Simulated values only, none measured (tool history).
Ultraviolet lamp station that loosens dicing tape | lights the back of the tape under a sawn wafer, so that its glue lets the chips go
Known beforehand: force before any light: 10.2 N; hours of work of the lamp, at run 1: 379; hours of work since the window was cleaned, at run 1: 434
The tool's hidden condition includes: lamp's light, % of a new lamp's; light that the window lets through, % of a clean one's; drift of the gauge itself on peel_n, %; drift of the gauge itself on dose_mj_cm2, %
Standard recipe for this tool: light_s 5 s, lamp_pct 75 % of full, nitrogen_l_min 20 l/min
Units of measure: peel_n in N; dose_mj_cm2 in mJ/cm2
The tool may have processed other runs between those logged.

run	hour	light_s	lamp_pct	nitrogen_l_min	hours of work of the lamp	hours of work since the window was cleaned	peel_n	dose_mj_cm2
1	0.0	5	75	20	379	434	0.534	439
2	14.9	5	75	20	385	440	0.538	443
3	31.9	5	75	20	392	447	0.528	443
4	44.9	5	75	20	398	453	0.569	437
5	63.7	5	75	20	405	461	0.537	437
6	78.5	5	75	20	412	467	0.573	441
7	92.3	5	83	20	417	473	0.442	482
8	116.6	5	75	20	427	483	0.589	443
9	138.9	5	75	20	437	492	0.569	428
10	158.7	5	75	20	445	500	0.575	433
11	181.9	5	75	20	454	510	0.582	428
12	201.9	5	75	9	463	518	1.133	421
13	213.5	5	75	9	468	523	1.116	420
14	225.7	9	75	20	473	528	0.213	765
15	241.9	5	60	20	479	534	0.957	337
16	265.6	8	79	11	489	544	0.336	701
17	276.5	8	79	11	494	549	0.320	707
18	289.9	5	82	10	499	554	0.877	453
19	308.5	5	75	28	507	562	0.481	415
# hour 311.0: window cleaned of glue's vapour
20	323.3	10	75	14	513	5	0.208	876
21	336.6	10	75	33	518	11	0.181	877
22	355.9	3	73	20	526	19	1.660	256
23	370.1	6	73	20	532	24	0.396	510
24	392.5	6	73	20	541	34	0.404	507
25	415.2	7	66	20	551	43	0.358	534
26	433.4	6	75	20	558	51	0.386	518
27	452.5	6	93	20	566	59	0.266	645

Branching from run 27: 3 alternative next runs. What would each branch give?
A	466.5	8	86	9	572	64	?	?
B	466.5	6	73	20	572	64	?	?
C	466.5	2	76	20	572	64	?	?

run	peel_n	dose_mj_cm2
A	0.308	783
B	0.419	498
C	2.916	172
Stripped of hidden state, with their random variation kept, the same runs would have yielded:
run	peel_n	dose_mj_cm2
A	0.222	988
B	0.272	629
C	2.123	217
